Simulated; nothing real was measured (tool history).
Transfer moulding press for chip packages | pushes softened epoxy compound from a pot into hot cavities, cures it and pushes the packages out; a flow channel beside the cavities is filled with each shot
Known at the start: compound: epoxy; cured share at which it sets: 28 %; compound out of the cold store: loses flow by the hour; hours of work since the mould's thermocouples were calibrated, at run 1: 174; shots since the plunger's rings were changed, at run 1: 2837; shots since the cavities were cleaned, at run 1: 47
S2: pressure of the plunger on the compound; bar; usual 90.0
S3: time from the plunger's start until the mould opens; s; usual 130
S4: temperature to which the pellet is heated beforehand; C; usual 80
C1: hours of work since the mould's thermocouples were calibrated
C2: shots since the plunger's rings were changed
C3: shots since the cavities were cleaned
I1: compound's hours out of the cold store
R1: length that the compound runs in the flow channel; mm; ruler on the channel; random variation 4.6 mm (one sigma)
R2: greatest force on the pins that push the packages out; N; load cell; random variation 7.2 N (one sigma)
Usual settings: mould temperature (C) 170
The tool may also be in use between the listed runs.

run 1 hour=0.0 | mould_temperature_(C)=170 S2=90.0 S3=130 S4=80 | C1=174 C2=2837 C3=47 | I1=29.0 | R1=689 R2=290
-- hour=25.1 plunger's sealing rings changed
run 2 hour=34.3 | mould_temperature_(C)=170 S2=90.0 S3=130 S4=80 | C1=192 C2=81 C3=328 | I1=14.7 | R1=770 R2=297
-- hour=79.2 cavities cleaned with cleaning compound and waxed
run 3 hour=89.7 | mould_temperature_(C)=170 S2=90.0 S3=130 S4=80 | C1=223 C2=558 C3=93 | I1=16.9 | R1=758 R2=301
run 4 hour=124.0 | mould_temperature_(C)=170 S2=90.0 S3=130 S4=80 | C1=243 C2=861 C3=396 | I1=20.0 | R1=734 R2=303
-- hour=159.9 cavities cleaned with cleaning compound and waxed
run 5 hour=163.0 | mould_temperature_(C)=170 S2=90.0 S3=130 S4=80 | C1=265 C2=1192 C3=27 | I1=41.7 | R1=632 R2=289
run 6 hour=213.5 | mould_temperature_(C)=170 S2=90.0 S3=130 S4=80 | C1=294 C2=1639 C3=474 | I1=38.7 | R1=653 R2=293
-- hour=242.7 cavities cleaned with cleaning compound and waxed
run 7 hour=251.6 | mould_temperature_(C)=170 S2=90.0 S3=130 S4=80 | C1=315 C2=1963 C3=79 | I1=39.4 | R1=647 R2=289
run 8 hour=282.2 | mould_temperature_(C)=170 S2=90.0 S3=130 S4=80 | C1=332 C2=2233 C3=349 | I1=47.5 | R1=610 R2=300
-- hour=323.7 cavities cleaned with cleaning compound and waxed
run 9 hour=327.3 | mould_temperature_(C)=170 S2=90.0 S3=130 S4=80 | C1=358 C2=2619 C3=32 | I1=33.1 | R1=680 R2=287
run 10 hour=357.0 | mould_temperature_(C)=170 S2=90.0 S3=130 S4=80 | C1=375 C2=2881 C3=294 | I1=12.0 | R1=786 R2=302
-- hour=376.6 plunger's sealing rings changed
run 11 hour=395.8 | mould_temperature_(C)=170 S2=90.0 S3=130 S4=80 | C1=396 C2=170 C3=615 | I1=31.7 | R1=688 R2=295
-- hour=410.5 cavities cleaned with cleaning compound and waxed
run 12 hour=444.8 | mould_temperature_(C)=170 S2=90.0 S3=130 S4=78 | C1=423 C2=590 C3=303 | I1=15.6 | R1=763 R2=294
run 13 hour=485.4 | mould_temperature_(C)=170 S2=90.0 S3=130 S4=78 | C1=447 C2=949 C3=662 | I1=38.3 | R1=649 R2=301
-- hour=491.5 cavities cleaned with cleaning compound and waxed
-- hour=526.8 mould's thermocouples calibrated
run 14 hour=541.8 | mould_temperature_(C)=170 S2=90.0 S3=130 S4=80 | C1=9 C2=1416 C3=427 | I1=20.1 | R1=732 R2=291
-- hour=577.2 cavities cleaned with cleaning compound and waxed
run 15 hour=591.1 | mould_temperature_(C)=170 S2=90.0 S3=130 S4=80 | C1=36 C2=1839 C3=123 | I1=32.2 | R1=674 R2=291
run 16 hour=633.4 | mould_temperature_(C)=170 S2=90.0 S3=130 S4=80 | C1=61 C2=2213 C3=497 | I1=43.3 | R1=635 R2=277
-- hour=657.6 cavities cleaned with cleaning compound and waxed
run 17 hour=661.5 | mould_temperature_(C)=170 S2=90.0 S3=130 S4=80 | C1=76 C2=2448 C3=34 | I1=8.9 | R1=803 R2=307
run 18 hour=715.3 | mould_temperature_(C)=170 S2=90.0 S3=130 S4=80 | C1=107 C2=2924 C3=510 | I1=44.9 | R1=619 R2=279
-- hour=730.3 plunger's sealing rings changed
-- hour=744.4 cavities cleaned with cleaning compound and waxed
run 19 hour=765.3 | mould_temperature_(C)=170 S2=88.4 S3=130 S4=77 | C1=134 C2=297 C3=185 | I1=27.1 | R1=694 R2=290
run 20 hour=803.5 | mould_temperature_(C)=170 S2=88.4 S3=130 S4=77 | C1=156 C2=635 C3=523 | I1=21.7 | R1=731 R2=289
-- hour=826.5 cavities cleaned with cleaning compound and waxed
run 21 hour=848.0 | mould_temperature_(C)=170 S2=90.0 S3=130 S4=77 | C1=180 C2=1014 C3=189 | I1=14.2 | R1=766 R2=302
run 22 hour=889.1 | mould_temperature_(C)=168 S2=69.8 S3=130 S4=76 | C1=204 C2=1378 C3=553 | I1=41.1 | R1=566 R2=330
-- hour=909.9 cavities cleaned with cleaning compound and waxed
run 23 hour=936.5 | mould_temperature_(C)=168 S2=69.8 S3=130 S4=76 | C1=231 C2=1784 C3=235 | I1=33.7 | R1=600 R2=314
run 24 hour=976.9 | mould_temperature_(C)=175 S2=90.0 S3=155 S4=85 | C1=254 C2=2141 C3=592 | I1=30.4 | R1=664 R2=251
-- hour=992.3 cavities cleaned with cleaning compound and waxed
run 25 hour=1016.1 | mould_temperature_(C)=175 S2=90.0 S3=155 S4=85 | C1=276 C2=2474 C3=211 | I1=10.2 | R1=765 R2=254
run 26 hour=1058.1 | mould_temperature_(C)=175 S2=84.9 S3=131 S4=89 | C1=300 C2=2846 C3=583 | I1=25.0 | R1=671 R2=268
-- hour=1074.7 cavities cleaned with cleaning compound and waxed
-- hour=1081.7 plunger's sealing rings changed
run 27 hour=1098.4 | mould_temperature_(C)=175 S2=84.9 S3=131 S4=89 | C1=321 C2=148 C3=188 | I1=8.2 | R1=762 R2=273

Forecast each of these 5 alternatives for the next run:
run A hour=1148.5 | mould_temperature_(C)=172 S2=77.0 S3=162 S4=80 | C1=350 C2=590 C3=630 | I1=45.9 | R1=? R2=?
run B hour=1148.5 | mould_temperature_(C)=170 S2=90.0 S3=133 S4=80 | C1=350 C2=590 C3=630 | I1=38.3 | R1=? R2=?
run C hour=1148.5 | mould_temperature_(C)=170 S2=90.0 S3=130 S4=82 | C1=350 C2=590 C3=630 | I1=44.4 | R1=? R2=?
run D hour=1148.5 | mould_temperature_(C)=165 S2=84.9 S3=114 S4=89 | C1=350 C2=590 C3=630 | I1=37.8 | R1=? R2=?
run E hour=1148.5 | mould_temperature_(C)=169 S2=84.9 S3=124 S4=89 | C1=350 C2=590 C3=630 | I1=26.6 | R1=? R2=?

run=A R1=564 R2=249
run=B R1=644 R2=287
run=C R1=629 R2=300
run=D R1=652 R2=483
run=E R1=686 R2=322
Without the tool's hidden state the same runs would have given:
run=A R1=564 R2=248
run=B R1=644 R2=285
run=C R1=629 R2=298
run=D R1=652 R2=479
run=E R1=686 R2=320
